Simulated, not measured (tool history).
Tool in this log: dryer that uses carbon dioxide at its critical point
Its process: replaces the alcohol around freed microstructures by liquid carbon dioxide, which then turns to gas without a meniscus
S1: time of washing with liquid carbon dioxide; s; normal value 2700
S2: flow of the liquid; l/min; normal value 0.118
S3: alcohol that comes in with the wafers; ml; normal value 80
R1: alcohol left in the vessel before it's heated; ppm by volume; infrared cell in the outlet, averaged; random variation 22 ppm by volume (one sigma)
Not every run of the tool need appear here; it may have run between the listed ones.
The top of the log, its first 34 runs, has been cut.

{"run": 35, "hour": 761.8, "S1": 1980, "S2": 0.118, "S3": 34, "R1": 2178}
{"run": 36, "hour": 788.3, "S1": 1980, "S2": 0.118, "S3": 34, "R1": 2180}
{"run": 37, "hour": 814.4, "S1": 4020, "S2": 0.172, "S3": 112, "R1": 50}
{"run": 38, "hour": 840.3, "S1": 4020, "S2": 0.076, "S3": 89, "R1": 2435}
{"run": 39, "hour": 854.4, "S1": 4020, "S2": 0.076, "S3": 89, "R1": 2515}
{"run": 40, "hour": 881.4, "S1": 4020, "S2": 0.076, "S3": 89, "R1": 2523}
{"run": 41, "hour": 902.5, "S1": 4200, "S2": 0.076, "S3": 68, "R1": 1608}
{"run": 42, "hour": 928.9, "S1": 2700, "S2": 0.18, "S3": 80, "R1": 344}

What if the next run were any one of these 4? Each begins from the tool's condition after run 42:
{"run": "A", "hour": 947.6, "S1": 1920, "S2": 0.086, "S3": 80, "R1": "?"}
{"run": "B", "hour": 947.6, "S1": 3540, "S2": 0.093, "S3": 55, "R1": "?"}
{"run": "C", "hour": 947.6, "S1": 2820, "S2": 0.131, "S3": 80, "R1": "?"}
{"run": "D", "hour": 947.6, "S1": 2700, "S2": 0.103, "S3": 80, "R1": "?"}

run=A R1=11753
run=B R1=1260
run=C R1=1185
run=D R1=3262
Had the tool no hidden state, the same runs would have come out as:
run=A R1=9686
run=B R1=843
run=C R1=759
run=D R1=2349
